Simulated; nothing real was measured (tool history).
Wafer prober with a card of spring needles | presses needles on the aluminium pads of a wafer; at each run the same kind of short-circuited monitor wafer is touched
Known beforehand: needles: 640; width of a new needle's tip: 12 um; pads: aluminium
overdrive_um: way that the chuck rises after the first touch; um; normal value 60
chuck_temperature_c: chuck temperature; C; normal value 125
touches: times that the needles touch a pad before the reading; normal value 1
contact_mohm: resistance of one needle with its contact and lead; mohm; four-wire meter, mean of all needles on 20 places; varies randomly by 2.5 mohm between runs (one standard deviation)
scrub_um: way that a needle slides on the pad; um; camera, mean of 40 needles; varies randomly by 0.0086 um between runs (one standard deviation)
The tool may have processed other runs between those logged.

{"run": 1, "hour": 0.0, "overdrive_um": 60, "chuck_temperature_c": 125, "touches": 1, "contact_mohm": 292, "scrub_um": 13.7}
{"hour": 25.1, "done": "tips cleaned on abrasive film"}
{"run": 2, "hour": 41.8, "overdrive_um": 60, "chuck_temperature_c": 125, "touches": 2, "contact_mohm": 293, "scrub_um": 13.693}
{"hour": 51.9, "done": "tips cleaned on abrasive film"}
{"hour": 79.8, "done": "tips cleaned on abrasive film"}
{"hour": 105.6, "done": "tips cleaned on abrasive film"}
{"run": 3, "hour": 109.3, "overdrive_um": 60, "chuck_temperature_c": 125, "touches": 2, "contact_mohm": 294, "scrub_um": 13.701}
{"hour": 131.6, "done": "tips cleaned on abrasive film"}
{"hour": 161.4, "done": "tips cleaned on abrasive film"}
{"run": 4, "hour": 180.6, "overdrive_um": 60, "chuck_temperature_c": 125, "touches": 1, "contact_mohm": 292, "scrub_um": 13.691}
{"hour": 186.8, "done": "tips cleaned on abrasive film"}
{"hour": 213.1, "done": "tips cleaned on abrasive film"}
{"hour": 219.5, "done": "height of the first contact set anew"}
{"hour": 239.8, "done": "tips cleaned on abrasive film"}
{"run": 5, "hour": 250.1, "overdrive_um": 60, "chuck_temperature_c": 125, "touches": 1, "contact_mohm": 296, "scrub_um": 13.702}
{"hour": 266.5, "done": "tips cleaned on abrasive film"}
{"hour": 294.9, "done": "tips cleaned on abrasive film"}
{"hour": 321.0, "done": "tips cleaned on abrasive film"}
{"run": 6, "hour": 323.6, "overdrive_um": 47, "chuck_temperature_c": 125, "touches": 1, "contact_mohm": 292, "scrub_um": 10.735}
{"hour": 350.1, "done": "tips cleaned on abrasive film"}
{"hour": 375.1, "done": "tips cleaned on abrasive film"}
{"run": 7, "hour": 383.7, "overdrive_um": 47, "chuck_temperature_c": 125, "touches": 1, "contact_mohm": 296, "scrub_um": 10.742}
{"hour": 403.2, "done": "tips cleaned on abrasive film"}
{"hour": 431.7, "done": "tips cleaned on abrasive film"}
{"run": 8, "hour": 440.8, "overdrive_um": 47, "chuck_temperature_c": 125, "touches": 1, "contact_mohm": 296, "scrub_um": 10.736}
{"hour": 453.5, "done": "height of the first contact set anew"}
{"hour": 456.9, "done": "tips cleaned on abrasive film"}
{"hour": 484.5, "done": "tips cleaned on abrasive film"}
{"run": 9, "hour": 488.8, "overdrive_um": 60, "chuck_temperature_c": 125, "touches": 1, "contact_mohm": 295, "scrub_um": 13.708}
{"hour": 513.5, "done": "tips cleaned on abrasive film"}
{"hour": 542.0, "done": "tips cleaned on abrasive film"}
{"run": 10, "hour": 559.0, "overdrive_um": 60, "chuck_temperature_c": 125, "touches": 1, "contact_mohm": 300, "scrub_um": 13.72}
{"hour": 567.0, "done": "tips cleaned on abrasive film"}
{"hour": 595.0, "done": "tips cleaned on abrasive film"}
{"run": 11, "hour": 601.8, "overdrive_um": 55, "chuck_temperature_c": 125, "touches": 1, "contact_mohm": 294, "scrub_um": 12.557}
{"hour": 624.0, "done": "tips cleaned on abrasive film"}
{"run": 12, "hour": 638.3, "overdrive_um": 55, "chuck_temperature_c": 125, "touches": 1, "contact_mohm": 295, "scrub_um": 12.561}
{"hour": 649.4, "done": "tips cleaned on abrasive film"}
{"hour": 675.2, "done": "tips cleaned on abrasive film"}
{"hour": 686.1, "done": "height of the first contact set anew"}
{"hour": 704.8, "done": "tips cleaned on abrasive film"}
{"run": 13, "hour": 704.8, "overdrive_um": 43, "chuck_temperature_c": 125, "touches": 1, "contact_mohm": 296, "scrub_um": 9.829}
{"hour": 731.4, "done": "tips cleaned on abrasive film"}
{"run": 14, "hour": 751.2, "overdrive_um": 43, "chuck_temperature_c": 125, "touches": 1, "contact_mohm": 295, "scrub_um": 9.813}
{"hour": 757.4, "done": "tips cleaned on abrasive film"}
{"hour": 782.4, "done": "tips cleaned on abrasive film"}
{"run": 15, "hour": 782.4, "overdrive_um": 43, "chuck_temperature_c": 125, "touches": 1, "contact_mohm": 298, "scrub_um": 9.826}
{"hour": 812.7, "done": "tips cleaned on abrasive film"}
{"hour": 839.9, "done": "tips cleaned on abrasive film"}
{"run": 16, "hour": 855.8, "overdrive_um": 40, "chuck_temperature_c": 125, "touches": 3, "contact_mohm": 296, "scrub_um": 9.143}
{"hour": 866.5, "done": "tips cleaned on abrasive film"}
{"hour": 893.1, "done": "tips cleaned on abrasive film"}
{"run": 17, "hour": 902.8, "overdrive_um": 53, "chuck_temperature_c": 28, "touches": 3, "contact_mohm": 260, "scrub_um": 12.106}
{"hour": 919.5, "done": "tips cleaned on abrasive film"}
{"hour": 919.8, "done": "height of the first contact set anew"}
{"hour": 946.1, "done": "tips cleaned on abrasive film"}
{"run": 18, "hour": 951.0, "overdrive_um": 47, "chuck_temperature_c": 37, "touches": 2, "contact_mohm": 270, "scrub_um": 10.729}
{"hour": 975.4, "done": "tips cleaned on abrasive film"}
{"hour": 1002.9, "done": "tips cleaned on abrasive film"}
{"run": 19, "hour": 1016.0, "overdrive_um": 47, "chuck_temperature_c": 37, "touches": 2, "contact_mohm": 268, "scrub_um": 10.738}
{"hour": 1031.0, "done": "tips cleaned on abrasive film"}
{"hour": 1057.1, "done": "tips cleaned on abrasive film"}
{"run": 20, "hour": 1073.7, "overdrive_um": 47, "chuck_temperature_c": 37, "touches": 2, "contact_mohm": 266, "scrub_um": 10.725}
{"hour": 1082.2, "done": "tips cleaned on abrasive film"}
{"hour": 1109.9, "done": "tips cleaned on abrasive film"}
{"run": 21, "hour": 1116.5, "overdrive_um": 79, "chuck_temperature_c": 31, "touches": 2, "contact_mohm": 264, "scrub_um": 18.028}
{"hour": 1139.5, "done": "tips cleaned on abrasive film"}
{"run": 22, "hour": 1147.6, "overdrive_um": 41, "chuck_temperature_c": 47, "touches": 1, "contact_mohm": 274, "scrub_um": 9.358}
{"hour": 1152.7, "done": "height of the first contact set anew"}
{"hour": 1168.0, "done": "tips cleaned on abrasive film"}
{"run": 23, "hour": 1191.9, "overdrive_um": 60, "chuck_temperature_c": 40, "touches": 2, "contact_mohm": 266, "scrub_um": 13.691}
{"hour": 1196.2, "done": "tips cleaned on abrasive film"}
{"hour": 1222.3, "done": "tips cleaned on abrasive film"}
{"run": 24, "hour": 1246.0, "overdrive_um": 40, "chuck_temperature_c": 125, "touches": 2, "contact_mohm": 295, "scrub_um": 9.133}
{"hour": 1251.0, "done": "tips cleaned on abrasive film"}
{"hour": 1275.7, "done": "tips cleaned on abrasive film"}
{"run": 25, "hour": 1278.5, "overdrive_um": 60, "chuck_temperature_c": 41, "touches": 1, "contact_mohm": 266, "scrub_um": 13.708}
{"hour": 1302.3, "done": "tips cleaned on abrasive film"}
{"hour": 1329.8, "done": "tips cleaned on abrasive film"}
{"run": 26, "hour": 1334.4, "overdrive_um": 60, "chuck_temperature_c": 41, "touches": 1, "contact_mohm": 269, "scrub_um": 13.686}
{"hour": 1355.2, "done": "tips cleaned on abrasive film"}
{"hour": 1382.5, "done": "tips cleaned on abrasive film"}
{"hour": 1387.4, "done": "height of the first contact set anew"}
{"run": 27, "hour": 1406.8, "overdrive_um": 44, "chuck_temperature_c": 36, "touches": 3, "contact_mohm": 265, "scrub_um": 10.043}
{"hour": 1413.0, "done": "tips cleaned on abrasive film"}
{"hour": 1440.2, "done": "tips cleaned on abrasive film"}
{"run": 28, "hour": 1440.2, "overdrive_um": 44, "chuck_temperature_c": 36, "touches": 3, "contact_mohm": 267, "scrub_um": 10.043}
{"hour": 1466.8, "done": "tips cleaned on abrasive film"}
{"hour": 1494.9, "done": "tips cleaned on abrasive film"}
{"run": 29, "hour": 1503.8, "overdrive_um": 60, "chuck_temperature_c": 125, "touches": 3, "contact_mohm": 296, "scrub_um": 13.695}

Consider 4 possible next runs. They are alternatives, not a sequence: every one starts from the tool as it was left by run 29. What does each give?
{"hour": 1520.5, "done": "tips cleaned on abrasive film"}
{"hour": 1547.3, "done": "tips cleaned on abrasive film"}
{"run": "A", "hour": 1555.7, "overdrive_um": 60, "chuck_temperature_c": 36, "touches": 1, "contact_mohm": "?", "scrub_um": "?"}
{"hour": 1520.5, "done": "tips cleaned on abrasive film"}
{"hour": 1547.3, "done": "tips cleaned on abrasive film"}
{"run": "B", "hour": 1555.7, "overdrive_um": 45, "chuck_temperature_c": 122, "touches": 2, "contact_mohm": "?", "scrub_um": "?"}
{"hour": 1520.5, "done": "tips cleaned on abrasive film"}
{"hour": 1547.3, "done": "tips cleaned on abrasive film"}
{"run": "C", "hour": 1555.7, "overdrive_um": 48, "chuck_temperature_c": 29, "touches": 2, "contact_mohm": "?", "scrub_um": "?"}
{"hour": 1520.5, "done": "tips cleaned on abrasive film"}
{"hour": 1547.3, "done": "tips cleaned on abrasive film"}
{"run": "D", "hour": 1555.7, "overdrive_um": 78, "chuck_temperature_c": 125, "touches": 2, "contact_mohm": "?", "scrub_um": "?"}

run=A contact_mohm=268 scrub_um=13.697
run=B contact_mohm=294 scrub_um=10.289
run=C contact_mohm=265 scrub_um=10.956
run=D contact_mohm=295 scrub_um=17.824
Had the tool no hidden state, the same runs would have come out as:
run=A contact_mohm=267 scrub_um=13.698
run=B contact_mohm=293 scrub_um=10.29
run=C contact_mohm=265 scrub_um=10.957
run=D contact_mohm=294 scrub_um=17.825
